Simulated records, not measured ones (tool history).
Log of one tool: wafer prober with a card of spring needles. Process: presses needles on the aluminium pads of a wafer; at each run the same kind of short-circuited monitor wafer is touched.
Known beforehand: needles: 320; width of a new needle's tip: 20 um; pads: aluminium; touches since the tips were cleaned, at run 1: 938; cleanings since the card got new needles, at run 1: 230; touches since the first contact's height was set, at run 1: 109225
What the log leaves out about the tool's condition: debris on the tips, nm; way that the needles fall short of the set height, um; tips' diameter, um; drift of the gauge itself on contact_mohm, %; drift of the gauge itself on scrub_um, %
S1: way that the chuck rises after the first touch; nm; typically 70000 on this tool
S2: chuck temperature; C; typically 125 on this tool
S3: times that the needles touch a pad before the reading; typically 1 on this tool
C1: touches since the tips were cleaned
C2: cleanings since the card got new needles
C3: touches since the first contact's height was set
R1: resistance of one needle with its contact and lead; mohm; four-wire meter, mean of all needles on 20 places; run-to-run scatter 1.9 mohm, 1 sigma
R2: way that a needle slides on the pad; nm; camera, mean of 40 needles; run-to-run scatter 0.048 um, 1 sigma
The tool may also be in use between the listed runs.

{"run": 1, "hour": 0.0, "S1": 70000, "S2": 125, "S3": 1, "C1": 938, "C2": 230, "C3": 109225, "R1": 200, "R2": 18030}
{"hour": 11.2, "done": "tips cleaned on abrasive film"}
{"hour": 29.8, "done": "tips cleaned on abrasive film"}
{"hour": 33.8, "done": "height of the first contact set anew"}
{"hour": 45.0, "done": "tips cleaned on abrasive film"}
{"run": 2, "hour": 57.1, "S1": 70000, "S2": 125, "S3": 2, "C1": 2597, "C2": 233, "C3": 4986, "R1": 200, "R2": 18010}
{"hour": 60.9, "done": "tips cleaned on abrasive film"}
{"hour": 79.5, "done": "tips cleaned on abrasive film"}
{"hour": 94.3, "done": "tips cleaned on abrasive film"}
{"hour": 112.9, "done": "tips cleaned on abrasive film"}
{"hour": 127.8, "done": "tips cleaned on abrasive film"}
{"run": 3, "hour": 129.2, "S1": 70000, "S2": 125, "S3": 2, "C1": 292, "C2": 238, "C3": 20407, "R1": 198, "R2": 18010}
{"hour": 144.1, "done": "tips cleaned on abrasive film"}
{"hour": 159.0, "done": "tips cleaned on abrasive film"}
{"hour": 173.9, "done": "tips cleaned on abrasive film"}
{"hour": 188.8, "done": "tips cleaned on abrasive film"}
{"run": 4, "hour": 200.4, "S1": 65000, "S2": 125, "S3": 2, "C1": 2493, "C2": 242, "C3": 35639, "R1": 206, "R2": 16790}
{"hour": 204.1, "done": "tips cleaned on abrasive film"}
{"hour": 219.0, "done": "tips cleaned on abrasive film"}
{"hour": 237.6, "done": "tips cleaned on abrasive film"}
{"hour": 256.2, "done": "tips cleaned on abrasive film"}
{"hour": 271.1, "done": "tips cleaned on abrasive film"}
{"hour": 286.0, "done": "tips cleaned on abrasive film"}
{"run": 5, "hour": 292.0, "S1": 70000, "S2": 37, "S3": 1, "C1": 1291, "C2": 248, "C3": 55242, "R1": 183, "R2": 18000}
{"hour": 303.2, "done": "tips cleaned on abrasive film"}
{"hour": 321.8, "done": "tips cleaned on abrasive film"}
{"hour": 336.7, "done": "tips cleaned on abrasive film"}
{"hour": 351.6, "done": "tips cleaned on abrasive film"}
{"hour": 370.2, "done": "tips cleaned on abrasive film"}
{"hour": 388.8, "done": "tips cleaned on abrasive film"}
{"run": 6, "hour": 391.7, "S1": 70000, "S2": 37, "S3": 2, "C1": 633, "C2": 254, "C3": 76577, "R1": 180, "R2": 18000}
{"hour": 406.6, "done": "tips cleaned on abrasive film"}
{"hour": 421.5, "done": "tips cleaned on abrasive film"}
{"hour": 440.1, "done": "tips cleaned on abrasive film"}
{"hour": 458.7, "done": "tips cleaned on abrasive film"}
{"hour": 473.6, "done": "tips cleaned on abrasive film"}
{"hour": 489.4, "done": "tips cleaned on abrasive film"}
{"run": 7, "hour": 489.4, "S1": 70000, "S2": 37, "S3": 2, "C1": 0, "C2": 260, "C3": 97468, "R1": 182, "R2": 18030}
{"hour": 508.0, "done": "tips cleaned on abrasive film"}
{"hour": 526.6, "done": "tips cleaned on abrasive film"}
{"hour": 541.5, "done": "tips cleaned on abrasive film"}
{"hour": 556.4, "done": "tips cleaned on abrasive film"}
{"run": 8, "hour": 565.1, "S1": 70000, "S2": 37, "S3": 2, "C1": 1872, "C2": 264, "C3": 113672, "R1": 179, "R2": 17960}
{"hour": 572.6, "done": "tips cleaned on abrasive film"}
{"hour": 576.6, "done": "height of the first contact set anew"}
{"hour": 587.7, "done": "tips cleaned on abrasive film"}
{"hour": 602.6, "done": "tips cleaned on abrasive film"}
{"hour": 617.5, "done": "tips cleaned on abrasive film"}
{"hour": 632.4, "done": "tips cleaned on abrasive film"}
{"hour": 647.3, "done": "tips cleaned on abrasive film"}
{"run": 9, "hour": 647.9, "S1": 70000, "S2": 125, "S3": 1, "C1": 129, "C2": 270, "C3": 15257, "R1": 200, "R2": 17970}
{"hour": 662.8, "done": "tips cleaned on abrasive film"}
{"hour": 681.4, "done": "tips cleaned on abrasive film"}
{"hour": 700.0, "done": "tips cleaned on abrasive film"}
{"hour": 718.6, "done": "tips cleaned on abrasive film"}
{"hour": 733.5, "done": "tips cleaned on abrasive film"}
{"run": 10, "hour": 740.3, "S1": 70000, "S2": 125, "S3": 2, "C1": 1462, "C2": 275, "C3": 35032, "R1": 203, "R2": 18000}
{"hour": 751.5, "done": "tips cleaned on abrasive film"}
{"hour": 766.4, "done": "tips cleaned on abrasive film"}
{"hour": 781.3, "done": "tips cleaned on abrasive film"}
{"run": 11, "hour": 782.1, "S1": 70000, "S2": 125, "S3": 2, "C1": 174, "C2": 278, "C3": 43965, "R1": 199, "R2": 18100}
{"hour": 797.0, "done": "tips cleaned on abrasive film"}
{"hour": 811.9, "done": "tips cleaned on abrasive film"}
{"hour": 826.8, "done": "tips cleaned on abrasive film"}
{"run": 12, "hour": 832.4, "S1": 62000, "S2": 125, "S3": 1, "C1": 1213, "C2": 281, "C3": 54735, "R1": 204, "R2": 15900}
{"hour": 843.6, "done": "tips cleaned on abrasive film"}
{"hour": 858.5, "done": "tips cleaned on abrasive film"}
{"hour": 873.4, "done": "tips cleaned on abrasive film"}
{"hour": 892.0, "done": "tips cleaned on abrasive film"}
{"hour": 909.1, "done": "tips cleaned on abrasive film"}
{"run": 13, "hour": 909.1, "S1": 62000, "S2": 125, "S3": 1, "C1": 0, "C2": 286, "C3": 71137, "R1": 206, "R2": 15960}
{"hour": 924.0, "done": "tips cleaned on abrasive film"}
{"hour": 938.9, "done": "tips cleaned on abrasive film"}
{"hour": 953.8, "done": "tips cleaned on abrasive film"}
{"hour": 968.7, "done": "tips cleaned on abrasive film"}
{"hour": 987.3, "done": "tips cleaned on abrasive film"}
{"run": 14, "hour": 987.4, "S1": 71000, "S2": 100, "S3": 1, "C1": 16, "C2": 291, "C3": 87874, "R1": 195, "R2": 18180}
{"hour": 1002.3, "done": "tips cleaned on abrasive film"}
{"hour": 1017.2, "done": "tips cleaned on abrasive film"}
{"hour": 1032.1, "done": "tips cleaned on abrasive film"}
{"hour": 1050.6, "done": "tips cleaned on abrasive film"}
{"run": 15, "hour": 1050.6, "S1": 71000, "S2": 100, "S3": 1, "C1": 0, "C2": 295, "C3": 101394, "R1": 191, "R2": 18270}
{"hour": 1069.2, "done": "tips cleaned on abrasive film"}
{"hour": 1084.1, "done": "tips cleaned on abrasive film"}
{"hour": 1099.0, "done": "tips cleaned on abrasive film"}
{"run": 16, "hour": 1104.1, "S1": 70000, "S2": 40, "S3": 2, "C1": 1101, "C2": 298, "C3": 112845, "R1": 179, "R2": 17970}
{"hour": 1115.3, "done": "tips cleaned on abrasive film"}
{"hour": 1119.3, "done": "height of the first contact set anew"}
{"hour": 1134.2, "done": "tips cleaned on abrasive film"}
{"hour": 1149.1, "done": "tips cleaned on abrasive film"}
{"run": 17, "hour": 1158.2, "S1": 70000, "S2": 40, "S3": 2, "C1": 1957, "C2": 301, "C3": 8327, "R1": 181, "R2": 18020}
{"hour": 1165.6, "done": "tips cleaned on abrasive film"}
{"hour": 1180.5, "done": "tips cleaned on abrasive film"}
{"hour": 1195.4, "done": "tips cleaned on abrasive film"}
{"hour": 1210.3, "done": "tips cleaned on abrasive film"}
{"hour": 1225.2, "done": "tips cleaned on abrasive film"}
{"hour": 1240.1, "done": "tips cleaned on abrasive film"}
{"run": 18, "hour": 1252.0, "S1": 70000, "S2": 40, "S3": 2, "C1": 2566, "C2": 307, "C3": 28409, "R1": 183, "R2": 18000}
{"hour": 1255.8, "done": "tips cleaned on abrasive film"}
{"hour": 1270.7, "done": "tips cleaned on abrasive film"}
{"hour": 1285.6, "done": "tips cleaned on abrasive film"}
{"hour": 1300.5, "done": "tips cleaned on abrasive film"}
{"hour": 1315.4, "done": "tips cleaned on abrasive film"}
{"run": 19, "hour": 1317.9, "S1": 60000, "S2": 29, "S3": 1, "C1": 532, "C2": 312, "C3": 42476, "R1": 180, "R2": 15370}
{"hour": 1332.8, "done": "tips cleaned on abrasive film"}
{"hour": 1347.7, "done": "tips cleaned on abrasive film"}
{"hour": 1362.6, "done": "tips cleaned on abrasive film"}
{"hour": 1381.2, "done": "tips cleaned on abrasive film"}
{"run": 20, "hour": 1385.3, "S1": 60000, "S2": 29, "S3": 1, "C1": 890, "C2": 316, "C3": 56902, "R1": 184, "R2": 15400}
{"hour": 1396.5, "done": "tips cleaned on abrasive film"}
{"hour": 1411.4, "done": "tips cleaned on abrasive film"}
{"hour": 1426.3, "done": "tips cleaned on abrasive film"}
{"hour": 1444.9, "done": "tips cleaned on abrasive film"}
{"run": 21, "hour": 1446.1, "S1": 84000, "S2": 109, "S3": 1, "C1": 268, "C2": 320, "C3": 69912, "R1": 193, "R2": 21530}
{"hour": 1461.0, "done": "tips cleaned on abrasive film"}
{"hour": 1475.9, "done": "tips cleaned on abrasive film"}
{"hour": 1494.5, "done": "tips cleaned on abrasive film"}
{"hour": 1509.4, "done": "tips cleaned on abrasive film"}
{"hour": 1524.3, "done": "tips cleaned on abrasive film"}
{"hour": 1539.2, "done": "tips cleaned on abrasive film"}
{"run": 22, "hour": 1544.6, "S1": 76000, "S2": 82, "S3": 1, "C1": 1152, "C2": 326, "C3": 90970, "R1": 188, "R2": 19580}
{"hour": 1555.8, "done": "tips cleaned on abrasive film"}
{"hour": 1574.4, "done": "tips cleaned on abrasive film"}
{"hour": 1593.0, "done": "tips cleaned on abrasive film"}
{"hour": 1611.6, "done": "tips cleaned on abrasive film"}
{"hour": 1626.5, "done": "tips cleaned on abrasive film"}
{"run": 23, "hour": 1636.5, "S1": 55000, "S2": 32, "S3": 2, "C1": 2171, "C2": 331, "C3": 110659, "R1": 185, "R2": 14080}

Branching from run 23: 5 alternative next runs. What would each branch give?
{"hour": 1644.0, "done": "tips cleaned on abrasive film"}
{"hour": 1662.6, "done": "tips cleaned on abrasive film"}
{"hour": 1662.9, "done": "height of the first contact set anew"}
{"hour": 1681.5, "done": "tips cleaned on abrasive film"}
{"hour": 1696.4, "done": "tips cleaned on abrasive film"}
{"hour": 1715.0, "done": "tips cleaned on abrasive film"}
{"hour": 1729.9, "done": "tips cleaned on abrasive film"}
{"run": "A", "hour": 1736.3, "S1": 70000, "S2": 77, "S3": 2, "C1": 1376, "C2": 337, "C3": 15707, "R1": "?", "R2": "?"}
{"hour": 1644.0, "done": "tips cleaned on abrasive film"}
{"hour": 1662.6, "done": "tips cleaned on abrasive film"}
{"hour": 1662.9, "done": "height of the first contact set anew"}
{"hour": 1681.5, "done": "tips cleaned on abrasive film"}
{"hour": 1696.4, "done": "tips cleaned on abrasive film"}
{"hour": 1715.0, "done": "tips cleaned on abrasive film"}
{"hour": 1729.9, "done": "tips cleaned on abrasive film"}
{"run": "B", "hour": 1736.3, "S1": 55000, "S2": 29, "S3": 2, "C1": 1376, "C2": 337, "C3": 15707, "R1": "?", "R2": "?"}
{"hour": 1644.0, "done": "tips cleaned on abrasive film"}
{"hour": 1662.6, "done": "tips cleaned on abrasive film"}
{"hour": 1662.9, "done": "height of the first contact set anew"}
{"hour": 1681.5, "done": "tips cleaned on abrasive film"}
{"hour": 1696.4, "done": "tips cleaned on abrasive film"}
{"hour": 1715.0, "done": "tips cleaned on abrasive film"}
{"hour": 1729.9, "done": "tips cleaned on abrasive film"}
{"run": "C", "hour": 1736.3, "S1": 55000, "S2": 26, "S3": 2, "C1": 1376, "C2": 337, "C3": 15707, "R1": "?", "R2": "?"}
{"hour": 1644.0, "done": "tips cleaned on abrasive film"}
{"hour": 1662.6, "done": "tips cleaned on abrasive film"}
{"hour": 1662.9, "done": "height of the first contact set anew"}
{"hour": 1681.5, "done": "tips cleaned on abrasive film"}
{"hour": 1696.4, "done": "tips cleaned on abrasive film"}
{"hour": 1715.0, "done": "tips cleaned on abrasive film"}
{"hour": 1729.9, "done": "tips cleaned on abrasive film"}
{"run": "D", "hour": 1736.3, "S1": 89000, "S2": 30, "S3": 1, "C1": 1376, "C2": 337, "C3": 15707, "R1": "?", "R2": "?"}
{"hour": 1644.0, "done": "tips cleaned on abrasive film"}
{"hour": 1662.6, "done": "tips cleaned on abrasive film"}
{"hour": 1662.9, "done": "height of the first contact set anew"}
{"hour": 1681.5, "done": "tips cleaned on abrasive film"}
{"hour": 1696.4, "done": "tips cleaned on abrasive film"}
{"hour": 1715.0, "done": "tips cleaned on abrasive film"}
{"hour": 1729.9, "done": "tips cleaned on abrasive film"}
{"run": "E", "hour": 1736.3, "S1": 77000, "S2": 50, "S3": 2, "C1": 1376, "C2": 337, "C3": 15707, "R1": "?", "R2": "?"}

run=A R1=187 R2=18050
run=B R1=186 R2=14190
run=C R1=184 R2=14190
run=D R1=175 R2=22890
run=E R1=183 R2=19730
Take away the tool's hidden state, keep each run's random variation, and the runs would have read:
run=A R1=186 R2=18060
run=B R1=186 R2=14190
run=C R1=184 R2=14190
run=D R1=174 R2=22890
run=E R1=182 R2=19730
